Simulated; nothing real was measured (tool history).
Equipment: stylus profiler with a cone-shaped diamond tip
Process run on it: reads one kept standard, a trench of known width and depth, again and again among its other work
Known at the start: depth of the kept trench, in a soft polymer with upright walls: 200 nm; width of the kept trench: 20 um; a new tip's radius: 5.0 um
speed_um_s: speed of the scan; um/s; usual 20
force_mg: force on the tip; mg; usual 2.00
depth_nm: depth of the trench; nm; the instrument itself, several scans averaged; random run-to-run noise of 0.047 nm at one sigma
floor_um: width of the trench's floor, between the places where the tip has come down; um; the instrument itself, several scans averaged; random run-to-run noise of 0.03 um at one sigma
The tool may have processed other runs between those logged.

run	day	speed_um_s	force_mg	depth_nm	floor_um
1	0.000	20	2.00	203.41	15.57
2	1.483	68	2.00	203.27	15.46
3	3.667	68	2.00	203.39	15.40
4	5.000	54	2.00	203.32	15.36
5	6.300	54	2.00	203.41	15.38
6	8.183	54	2.00	203.38	15.31
7	9.446	20	2.00	203.39	15.41
# day 11.312: new tip fitted, height scale calibrated
8	11.567	7	2.00	202.69	17.14
9	12.500	54	1.02	201.70	16.94
10	14.267	20	1.34	202.11	17.06
11	15.225	8	5.16	205.13	17.06
# day 15.338: height scale calibrated on a step standard
12	17.296	42	5.37	205.40	16.96
13	19.404	22	3.40	204.00	16.94
14	20.429	20	1.01	201.83	16.82
# day 21.846: height scale calibrated on a step standard, once more
15	21.846	20	1.01	201.68	16.74
16	23.267	63	1.18	201.86	16.56

4 options for the next run, each taken on its own from the tool as it stands now. Forecast them:
A	25.062	64	3.06	?	?
B	25.062	23	1.18	?	?
C	25.062	20	2.02	?	?
D	25.062	6	2.15	?	?

run	depth_nm	floor_um
A	203.60	16.57
B	202.01	16.70
C	202.71	16.62
D	202.90	16.72
The same runs, with their run-to-run variation unchanged, on a tool lacking any hidden condition would have given:
run	depth_nm	floor_um
A	203.58	17.04
B	201.99	17.16
C	202.69	17.09
D	202.88	17.19

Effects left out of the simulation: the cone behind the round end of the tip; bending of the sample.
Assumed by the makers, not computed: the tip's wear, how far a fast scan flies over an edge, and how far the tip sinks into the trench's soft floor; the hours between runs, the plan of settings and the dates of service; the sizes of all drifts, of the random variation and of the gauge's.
